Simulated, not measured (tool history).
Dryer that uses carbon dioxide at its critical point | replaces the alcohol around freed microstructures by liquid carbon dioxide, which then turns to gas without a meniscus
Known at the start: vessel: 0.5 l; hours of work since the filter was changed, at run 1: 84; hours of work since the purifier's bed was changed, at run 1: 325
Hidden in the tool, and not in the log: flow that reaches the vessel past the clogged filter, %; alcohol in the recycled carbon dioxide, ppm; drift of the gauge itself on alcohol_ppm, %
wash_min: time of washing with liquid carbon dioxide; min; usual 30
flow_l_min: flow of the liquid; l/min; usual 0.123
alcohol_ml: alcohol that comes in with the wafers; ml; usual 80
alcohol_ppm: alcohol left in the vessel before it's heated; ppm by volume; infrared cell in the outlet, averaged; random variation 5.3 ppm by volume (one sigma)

run	day	wash_min	flow_l_min	alcohol_ml	hours of work since the filter was changed	hours of work since the purifier's bed was changed	alcohol_ppm
1	0.000	30	0.123	80	84	325	164
2	0.825	33	0.123	80	96	338	108
3	1.317	33	0.123	80	104	346	102
4	1.950	33	0.123	80	114	355	98
5	2.417	33	0.123	80	121	363	117
6	3.212	24	0.123	80	133	375	657
7	3.808	24	0.123	80	143	384	645
8	4.646	24	0.123	80	156	397	678
9	5.492	24	0.123	80	169	410	681
10	5.975	24	0.123	81	176	418	713
11	6.812	24	0.123	81	189	431	749
12	7.288	31	0.116	80	197	438	249
13	8.083	41	0.105	80	209	451	98
14	8.804	41	0.105	80	220	462	110
15	9.229	41	0.105	80	227	468	101
16	9.875	35	0.099	80	237	478	338
17	10.888	35	0.099	80	253	494	338
18	11.638	38	0.170	21	264	506	46
19	12.275	38	0.170	74	274	516	52
20	12.729	38	0.170	74	281	523	49
21	13.246	34	0.095	28	289	531	210
22	13.758	29	0.095	119	297	539	1822

5 ways to go on from here, each from the tool as it stands after run 22. What would each give?
A	14.308	30	0.123	108	306	547	?
B	14.308	25	0.110	97	306	547	?
C	14.308	43	0.092	50	306	547	?
D	14.308	47	0.129	99	306	547	?
E	14.308	27	0.112	119	306	547	?

run	alcohol_ppm
A	369
B	1501
C	132
D	59
E	1153
Without the tool's hidden state the same runs would have given:
run	alcohol_ppm
A	150
B	813
C	38
D	9
E	586
